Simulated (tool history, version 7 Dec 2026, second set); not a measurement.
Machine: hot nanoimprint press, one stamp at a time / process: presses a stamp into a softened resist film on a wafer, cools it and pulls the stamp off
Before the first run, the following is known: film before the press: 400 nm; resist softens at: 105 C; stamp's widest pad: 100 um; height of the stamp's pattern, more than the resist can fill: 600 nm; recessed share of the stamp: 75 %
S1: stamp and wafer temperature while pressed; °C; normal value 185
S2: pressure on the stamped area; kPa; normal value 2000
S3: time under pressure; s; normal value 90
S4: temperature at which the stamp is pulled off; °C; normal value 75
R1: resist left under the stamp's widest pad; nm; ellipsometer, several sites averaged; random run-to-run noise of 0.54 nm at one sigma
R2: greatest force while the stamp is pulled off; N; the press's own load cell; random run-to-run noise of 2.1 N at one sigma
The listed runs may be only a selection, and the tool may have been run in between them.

| run | hour | S1 | S2 | S3 | S4 | R1 | R2 |
|---|---|---|---|---|---|---|---|
| 1 | 0.0 | 185 | 2000 | 90 | 75 | 245.4 | 200 |
| 2 | 11.1 | 185 | 2000 | 90 | 82 | 247.3 | 193 |
| 3 | 27.6 | 185 | 2000 | 90 | 75 | 246.0 | 204 |
| 4 | 41.6 | 185 | 2000 | 90 | 75 | 247.8 | 202 |
| 5 | 53.8 | 185 | 2000 | 90 | 75 | 247.4 | 212 |
| 6 | 62.0 | 185 | 2000 | 90 | 75 | 248.3 | 210 |
|  | 80.6 | plate thermocouple calibrated |
| 7 | 83.2 | 185 | 2000 | 90 | 75 | 239.2 | 212 |
| 8 | 92.4 | 185 | 2000 | 90 | 75 | 239.3 | 210 |
| 9 | 110.7 | 185 | 2000 | 90 | 75 | 239.2 | 217 |
| 10 | 122.1 | 185 | 2000 | 90 | 75 | 239.4 | 218 |
| 11 | 136.4 | 185 | 2000 | 90 | 75 | 239.3 | 223 |
| 12 | 145.3 | 189 | 2000 | 93 | 75 | 216.2 | 227 |
| 13 | 156.1 | 189 | 2000 | 93 | 75 | 216.0 | 226 |
|  | 175.4 | press's hydraulic seals changed and the load cell set to zero |
| 14 | 179.6 | 180 | 2000 | 163 | 76 | 222.5 | 229 |
| 15 | 190.6 | 177 | 2210 | 46 | 81 | 321.2 | 223 |
|  | 203.8 | stamp cleaned and given a new release coat |
| 16 | 211.3 | 177 | 2210 | 46 | 81 | 321.2 | 191 |
| 17 | 227.5 | 177 | 2210 | 46 | 81 | 320.1 | 192 |
| 18 | 240.6 | 177 | 2210 | 89 | 68 | 278.3 | 210 |
| 19 | 253.8 | 194 | 2240 | 47 | 77 | 232.1 | 202 |
| 20 | 262.4 | 193 | 2870 | 52 | 77 | 209.5 | 207 |
| 21 | 279.4 | 177 | 2000 | 112 | 75 | 269.8 | 207 |

Each row is a separate what-if for the run after 21, all from the same tool condition, not one after another. Results?
| A | 292.4 | 177 | 2000 | 112 | 79 | ? | ? |
| B | 292.4 | 185 | 2000 | 62 | 66 | ? | ? |
| C | 292.4 | 185 | 2000 | 90 | 71 | ? | ? |
| D | 292.4 | 182 | 2970 | 112 | 75 | ? | ? |
| E | 292.4 | 191 | 2080 | 112 | 64 | ? | ? |

| run | R1 | R2 |
|---|---|---|
| A | 270.4 | 209 |
| B | 268.8 | 223 |
| C | 241.3 | 218 |
| D | 208.9 | 210 |
| E | 189.9 | 224 |
Without the tool's unlogged condition, the same runs would have read:
| run | R1 | R2 |
|---|---|---|
| A | 267.2 | 194 |
| B | 265.9 | 206 |
| C | 238.3 | 202 |
| D | 205.7 | 195 |
| E | 187.2 | 208 |
